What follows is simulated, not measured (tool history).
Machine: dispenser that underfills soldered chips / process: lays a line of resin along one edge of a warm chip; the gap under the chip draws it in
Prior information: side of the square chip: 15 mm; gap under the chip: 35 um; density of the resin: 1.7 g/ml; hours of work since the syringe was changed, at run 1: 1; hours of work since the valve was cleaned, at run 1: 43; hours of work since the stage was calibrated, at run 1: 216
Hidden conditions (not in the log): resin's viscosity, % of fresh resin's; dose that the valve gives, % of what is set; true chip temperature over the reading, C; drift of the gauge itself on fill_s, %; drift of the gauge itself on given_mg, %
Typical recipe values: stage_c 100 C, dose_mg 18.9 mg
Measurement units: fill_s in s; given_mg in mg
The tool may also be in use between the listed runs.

run,hour,stage_c,dose_mg,hours of work since the syringe was changed,hours of work since the valve was cleaned,hours of work since the stage was calibrated,fill_s,given_mg
1,0,100,18.9,1,43,216,466.6,18.66
# hour 6.6: new syringe of resin
2,7.6,100,18.9,1,48,221,469.2,18.49
# hour 14.7: new syringe of resin
3,15.6,100,18.9,1,53,226,465.6,18.57
# hour 18.4: dispensing valve cleaned and set on the balance
# hour 23.8: new syringe of resin
4,24.3,100,18.9,0,4,231,454.9,18.78
5,30.2,100,18.9,4,8,235,565.6,18.79
# hour 31.8: new syringe of resin
6,38.2,100,18.9,4,13,241,577.9,18.78
# hour 39.8: new syringe of resin
7,43,100,18.9,2,16,244,505.3,18.71
# hour 48: new syringe of resin
8,51.2,100,18.9,2,21,249,523.7,18.7
# hour 55.9: new syringe of resin
9,56.6,98,20.3,0,25,252,492.5,20.19
10,61,100,19.6,4,28,256,559.6,19.42

For run 11, what comes out?
# hour 63.7: new syringe of resin
11,69.5,100,19.6,4,33,261,?,?

Run 11 gave fill_s 573.2 s, given_mg 19.19 mg.
Take away the tool's hidden state, keep the run-to-run variation as it was, and the same run would have given fill_s 430.5 s, given_mg 19.48 mg.
